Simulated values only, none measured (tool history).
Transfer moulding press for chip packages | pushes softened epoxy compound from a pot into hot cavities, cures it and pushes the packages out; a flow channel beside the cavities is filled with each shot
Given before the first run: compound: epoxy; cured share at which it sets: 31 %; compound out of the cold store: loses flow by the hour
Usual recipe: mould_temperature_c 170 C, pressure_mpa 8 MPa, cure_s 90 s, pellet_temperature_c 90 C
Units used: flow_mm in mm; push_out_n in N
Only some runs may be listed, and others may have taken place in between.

run,hour,mould_temperature_c,pressure_mpa,cure_s,pellet_temperature_c,incoming compound's hours out of the cold store,flow_mm,push_out_n
1,0,170,8,90,90,39.5,643,368
2,9.9,170,8,90,90,12.6,723,436
3,25.3,170,8,90,90,32.2,661,509
4,33.6,170,8,90,90,31.9,659,543
# hour 38: cavities cleaned with cleaning compound and waxed
5,45.9,170,6.26,90,90,36.9,561,405
6,54.5,170,8.42,90,98,23.4,695,447
7,69.7,170,8.42,90,98,47.4,617,516
# hour 72.9: mould's thermocouples calibrated
# hour 77.5: cavities cleaned with cleaning compound and waxed
8,80.6,170,6.74,130,90,32.9,598,310
9,94.8,170,6.02,90,90,25.7,574,466
10,104.8,167,6.02,96,90,45.4,535,531

Predict each of these 5 candidate next runs independently; none follows another, all start after run 10:
# hour 115.2: cavities cleaned with cleaning compound and waxed
A,115.8,170,8,110,90,45.9,?,?
# hour 115.2: cavities cleaned with cleaning compound and waxed
B,115.8,167,6.4,96,90,25.7,?,?
# hour 115.2: cavities cleaned with cleaning compound and waxed
C,115.8,173,6.02,76,94,38.5,?,?
# hour 115.2: cavities cleaned with cleaning compound and waxed
D,115.8,170,8,124,81,19.5,?,?
# hour 115.2: cavities cleaned with cleaning compound and waxed
E,115.8,172,7.45,73,90,44.7,?,?

run,flow_mm,push_out_n
A,604,314
B,598,402
C,533,420
D,680,293
E,578,439
Without the tool's hidden state the same runs would have given:
run,flow_mm,push_out_n
A,623,310
B,618,410
C,551,429
D,703,289
E,597,453

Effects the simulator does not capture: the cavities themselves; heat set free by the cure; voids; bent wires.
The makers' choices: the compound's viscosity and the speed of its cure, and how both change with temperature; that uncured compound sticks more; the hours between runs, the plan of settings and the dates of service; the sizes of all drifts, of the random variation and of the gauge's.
